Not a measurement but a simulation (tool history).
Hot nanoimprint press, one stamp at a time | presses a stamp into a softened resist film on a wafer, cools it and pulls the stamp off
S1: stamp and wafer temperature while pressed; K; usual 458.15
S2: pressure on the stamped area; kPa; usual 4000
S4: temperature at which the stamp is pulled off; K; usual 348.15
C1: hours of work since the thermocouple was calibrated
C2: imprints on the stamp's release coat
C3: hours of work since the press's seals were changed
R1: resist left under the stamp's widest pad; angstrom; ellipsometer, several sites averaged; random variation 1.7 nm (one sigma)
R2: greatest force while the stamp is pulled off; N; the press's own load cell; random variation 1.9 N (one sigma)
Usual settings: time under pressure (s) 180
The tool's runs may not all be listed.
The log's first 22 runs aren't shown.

run 23 hour=148.5 | S1=458.15 S2=4740 time_under_pressure_(s)=180 S4=350.15 | C1=177 C2=406 C3=78 | R1=2708 R2=213
run 24 hour=153.8 | S1=458.15 S2=4740 time_under_pressure_(s)=180 S4=350.15 | C1=179 C2=420 C3=80 | R1=2729 R2=215
run 25 hour=159.1 | S1=458.15 S2=4740 time_under_pressure_(s)=180 S4=350.15 | C1=181 C2=435 C3=82 | R1=2703 R2=214
run 26 hour=164.6 | S1=458.15 S2=4000 time_under_pressure_(s)=316 S4=344.15 | C1=184 C2=449 C3=85 | R1=2484 R2=245
run 27 hour=169.4 | S1=463.15 S2=5860 time_under_pressure_(s)=316 S4=344.15 | C1=185 C2=463 C3=86 | R1=1624 R2=246
run 28 hour=179.0 | S1=462.15 S2=5240 time_under_pressure_(s)=281 S4=336.15 | C1=189 C2=489 C3=90 | R1=1903 R2=291
run 29 hour=183.4 | S1=458.15 S2=5080 time_under_pressure_(s)=310 S4=348.15 | C1=191 C2=501 C3=92 | R1=2138 R2=224
run 30 hour=187.6 | S1=458.15 S2=5080 time_under_pressure_(s)=148 S4=338.15 | C1=193 C2=512 C3=94 | R1=2825 R2=279
run 31 hour=195.3 | S1=459.15 S2=5080 time_under_pressure_(s)=148 S4=340.15 | C1=196 C2=533 C3=97 | R1=2703 R2=269

Forecast each of these 3 alternatives for the next run:
run A hour=200.0 | S1=464.15 S2=2890 time_under_pressure_(s)=267 S4=340.15 | C1=198 C2=546 C3=99 | R1=? R2=?
run B hour=200.0 | S1=458.15 S2=4000 time_under_pressure_(s)=162 S4=355.15 | C1=198 C2=546 C3=99 | R1=? R2=?
run C hour=200.0 | S1=465.15 S2=4000 time_under_pressure_(s)=180 S4=348.15 | C1=198 C2=546 C3=99 | R1=? R2=?

run=A R1=2543 R2=264
run=B R1=3137 R2=184
run=C R1=2324 R2=222
Without the tool's hidden state the same runs would have given:
run=A R1=2477 R2=263
run=B R1=3056 R2=183
run=C R1=2264 R2=222
